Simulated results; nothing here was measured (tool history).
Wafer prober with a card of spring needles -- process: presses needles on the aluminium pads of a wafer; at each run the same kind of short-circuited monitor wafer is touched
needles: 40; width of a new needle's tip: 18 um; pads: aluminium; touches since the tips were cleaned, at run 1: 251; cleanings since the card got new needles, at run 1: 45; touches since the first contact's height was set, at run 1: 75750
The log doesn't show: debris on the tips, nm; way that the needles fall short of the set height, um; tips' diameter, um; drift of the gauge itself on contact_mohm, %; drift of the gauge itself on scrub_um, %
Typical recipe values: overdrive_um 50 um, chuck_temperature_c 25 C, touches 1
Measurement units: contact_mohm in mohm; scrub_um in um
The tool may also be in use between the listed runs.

run	hour	overdrive_um	chuck_temperature_c	touches	touches since the tips were cleaned	cleanings since the card got new needles	touches since the first contact's height was set	contact_mohm	scrub_um
1	0.0	50	25	1	251	45	75750	245	11.79
# hour 13.9: tips cleaned on abrasive film
2	17.7	50	25	2	1953	46	84910	258	11.76
3	25.9	50	25	1	6211	46	89168	371	11.75
# hour 28.5: tips cleaned on abrasive film
# hour 39.9: height of the first contact set anew
4	40.0	50	25	1	5810	47	39	384	11.56
# hour 43.3: tips cleaned on abrasive film
5	49.9	50	25	1	3422	48	5136	333	11.51
# hour 57.6: tips cleaned on abrasive film
6	58.4	50	25	1	393	49	9528	247	11.50
7	66.0	50	25	1	4376	49	13511	358	11.54
# hour 72.3: tips cleaned on abrasive film
# hour 74.1: height of the first contact set anew, once more
8	77.9	64	25	1	2762	50	1986	271	15.43
# hour 87.1: tips cleaned on abrasive film
9	94.0	50	25	2	3638	51	10334	290	12.05
# hour 101.5: tips cleaned on abrasive film
10	101.7	50	25	2	93	52	14244	229	12.01
# hour 114.8: tips cleaned on abrasive film
11	118.3	50	25	2	1848	53	22871	261	11.98
12	127.5	50	25	1	6651	53	27674	383	11.98
# hour 128.8: tips cleaned on abrasive film
13	137.2	50	25	1	4396	54	32672	357	11.95
# hour 143.0: tips cleaned on abrasive film
14	146.5	50	25	1	1846	55	37468	298	11.98
# hour 156.8: tips cleaned on abrasive film
15	161.0	50	25	1	2187	56	44938	310	11.90
# hour 170.3: tips cleaned on abrasive film
16	170.3	50	25	1	0	57	49742	224	11.92
# hour 183.8: tips cleaned on abrasive film
17	188.6	59	46	2	2484	58	59232	256	14.06
# hour 198.1: tips cleaned on abrasive film
18	200.2	41	30	2	1142	59	65238	281	9.70
# hour 212.3: tips cleaned on abrasive film
19	212.4	46	79	1	47	60	71516	262	10.88
# hour 226.2: tips cleaned on abrasive film
20	230.5	69	37	2	2211	61	80890	236	16.39
# hour 240.7: tips cleaned on abrasive film
21	245.8	39	48	1	2678	62	88813	403	9.12
# hour 254.4: tips cleaned on abrasive film
22	257.1	44	32	2	1412	63	94644	273	10.29
# hour 260.0: height of the first contact set anew
# hour 268.5: tips cleaned on abrasive film
23	268.5	52	25	2	0	64	4333	226	12.50
24	280.2	36	83	2	6141	64	10474	431	8.64
# hour 281.9: tips cleaned on abrasive film
25	292.1	39	84	1	5331	65	16612	491	9.36
# hour 295.7: tips cleaned on abrasive film
26	307.3	35	32	1	6072	66	24486	576	8.35
# hour 310.1: tips cleaned on abrasive film
# hour 324.7: tips cleaned on abrasive film
27	325.8	35	32	1	598	68	34009	327	8.32
# hour 338.4: tips cleaned on abrasive film
28	338.9	35	35	1	261	69	40761	282	8.34
29	350.3	35	35	1	6183	69	46683	588	8.29
# hour 352.3: tips cleaned on abrasive film
30	362.0	44	44	1	5037	70	52737	412	10.43
# hour 366.1: tips cleaned on abrasive film
31	374.6	48	106	2	4422	71	59275	331	11.39
# hour 380.2: tips cleaned on abrasive film
32	386.8	48	106	2	3475	72	65581	320	11.39

Hidden state or all else? Some run-to-run changes of contact_mohm, split into what the settings, what came in and random variation would give without the hidden state, and what is left for the hidden state (with any gauge scatter that isn't in both results):
Run 23 -> 24: overdrive_um 52 -> 36, chuck_temperature_c 25 -> 83. contact_mohm +205 mohm: hidden state +171, all else +34.
Run 26 -> 27: tips cleaned on abrasive film, tips cleaned on abrasive film. contact_mohm -249 mohm: hidden state -248, all else -1.
Run 28 -> 29: nothing adjusted, nothing logged. contact_mohm +306 mohm: hidden state +305, all else +1.
